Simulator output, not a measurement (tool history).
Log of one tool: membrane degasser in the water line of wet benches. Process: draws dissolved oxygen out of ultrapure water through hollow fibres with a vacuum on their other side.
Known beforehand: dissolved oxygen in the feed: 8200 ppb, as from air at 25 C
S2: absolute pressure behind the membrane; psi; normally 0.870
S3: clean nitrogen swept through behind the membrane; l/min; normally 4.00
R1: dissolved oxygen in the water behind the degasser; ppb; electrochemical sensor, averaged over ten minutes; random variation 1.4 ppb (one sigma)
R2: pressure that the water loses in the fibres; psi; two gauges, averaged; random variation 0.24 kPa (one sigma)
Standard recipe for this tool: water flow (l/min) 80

{"run": 1, "hour": 0.0, "water flow (l/min)": 80, "S2": 0.87, "S3": 4.0, "R1": 141.2, "R2": 9.265}
{"run": 2, "hour": 30.2, "water flow (l/min)": 80, "S2": 0.87, "S3": 4.0, "R1": 139.1, "R2": 9.275}
{"run": 3, "hour": 71.6, "water flow (l/min)": 80, "S2": 0.87, "S3": 4.0, "R1": 140.8, "R2": 9.261}
{"run": 4, "hour": 120.7, "water flow (l/min)": 80, "S2": 0.87, "S3": 4.0, "R1": 136.5, "R2": 9.335}
{"run": 5, "hour": 156.0, "water flow (l/min)": 68, "S2": 0.87, "S3": 4.0, "R1": 118.3, "R2": 7.845}
{"run": 6, "hour": 183.0, "water flow (l/min)": 68, "S2": 0.87, "S3": 4.0, "R1": 118.2, "R2": 7.88}
{"run": 7, "hour": 229.2, "water flow (l/min)": 80, "S2": 0.87, "S3": 4.0, "R1": 142.3, "R2": 9.217}
{"run": 8, "hour": 259.6, "water flow (l/min)": 88, "S2": 0.87, "S3": 4.0, "R1": 160.6, "R2": 10.106}
{"run": 9, "hour": 308.0, "water flow (l/min)": 80, "S2": 1.305, "S3": 4.0, "R1": 265.1, "R2": 9.291}
{"run": 10, "hour": 345.9, "water flow (l/min)": 80, "S2": 0.87, "S3": 3.66, "R1": 154.0, "R2": 9.297}
{"run": 11, "hour": 376.4, "water flow (l/min)": 80, "S2": 1.661, "S3": 3.66, "R1": 395.7, "R2": 9.278}
{"run": 12, "hour": 408.5, "water flow (l/min)": 80, "S2": 1.661, "S3": 3.66, "R1": 406.2, "R2": 9.284}
{"run": 13, "hour": 456.4, "water flow (l/min)": 58, "S2": 0.87, "S3": 4.0, "R1": 99.4, "R2": 6.743}
{"run": 14, "hour": 505.9, "water flow (l/min)": 58, "S2": 0.87, "S3": 4.0, "R1": 99.7, "R2": 6.73}
{"run": 15, "hour": 553.7, "water flow (l/min)": 54, "S2": 0.87, "S3": 4.0, "R1": 92.2, "R2": 6.2}
{"run": 16, "hour": 600.3, "water flow (l/min)": 53, "S2": 0.87, "S3": 4.0, "R1": 91.9, "R2": 6.174}
{"run": 17, "hour": 652.4, "water flow (l/min)": 79, "S2": 1.465, "S3": 4.36, "R1": 293.0, "R2": 9.161}
{"run": 18, "hour": 678.2, "water flow (l/min)": 73, "S2": 1.465, "S3": 8.5, "R1": 150.3, "R2": 8.477}
{"run": 19, "hour": 705.8, "water flow (l/min)": 73, "S2": 1.465, "S3": 8.5, "R1": 150.5, "R2": 8.414}
{"run": 20, "hour": 762.9, "water flow (l/min)": 54, "S2": 1.465, "S3": 3.99, "R1": 217.8, "R2": 6.253}
{"run": 21, "hour": 794.7, "water flow (l/min)": 61, "S2": 0.944, "S3": 2.73, "R1": 168.8, "R2": 7.082}
{"hour": 799.2, "done": "vacuum gauge calibrated"}
{"run": 22, "hour": 839.4, "water flow (l/min)": 61, "S2": 0.944, "S3": 2.73, "R1": 166.5, "R2": 7.062}
{"run": 23, "hour": 878.2, "water flow (l/min)": 59, "S2": 1.745, "S3": 11.25, "R1": 113.9, "R2": 6.808}
{"run": 24, "hour": 919.6, "water flow (l/min)": 123, "S2": 0.87, "S3": 4.65, "R1": 208.8, "R2": 14.34}
{"run": 25, "hour": 963.1, "water flow (l/min)": 68, "S2": 0.741, "S3": 2.64, "R1": 111.1, "R2": 7.884}
{"run": 26, "hour": 1020.0, "water flow (l/min)": 80, "S2": 0.609, "S3": 4.0, "R1": 55.3, "R2": 9.309}
{"run": 27, "hour": 1049.4, "water flow (l/min)": 80, "S2": 0.609, "S3": 4.0, "R1": 57.6, "R2": 9.304}
{"run": 28, "hour": 1099.6, "water flow (l/min)": 124, "S2": 0.87, "S3": 2.25, "R1": 335.1, "R2": 14.433}
{"run": 29, "hour": 1146.7, "water flow (l/min)": 124, "S2": 0.87, "S3": 2.25, "R1": 334.4, "R2": 14.428}
{"run": 30, "hour": 1204.3, "water flow (l/min)": 80, "S2": 1.738, "S3": 10.76, "R1": 168.1, "R2": 9.381}
{"run": 31, "hour": 1262.1, "water flow (l/min)": 80, "S2": 1.738, "S3": 10.76, "R1": 169.5, "R2": 9.32}

Here are 4 independent what-if runs from the current tool condition. What would each one return?
{"run": "A", "hour": 1298.5, "water flow (l/min)": 80, "S2": 0.87, "S3": 7.21, "R1": "?", "R2": "?"}
{"run": "B", "hour": 1298.5, "water flow (l/min)": 123, "S2": 1.023, "S3": 4.0, "R1": "?", "R2": "?"}
{"run": "C", "hour": 1298.5, "water flow (l/min)": 62, "S2": 1.738, "S3": 11.26, "R1": "?", "R2": "?"}
{"run": "D", "hour": 1298.5, "water flow (l/min)": 80, "S2": 1.189, "S3": 10.76, "R1": "?", "R2": "?"}

run=A R1=85.6 R2=9.377
run=B R1=306.7 R2=14.280
run=C R1=119.8 R2=7.213
run=D R1=102.0 R2=9.327
The same runs, with their run-to-run variation unchanged, on a tool lacking any hidden condition would have given:
run=A R1=85.1 R2=9.306
run=B R1=305.3 R2=14.173
run=C R1=119.2 R2=7.158
run=D R1=101.3 R2=9.256
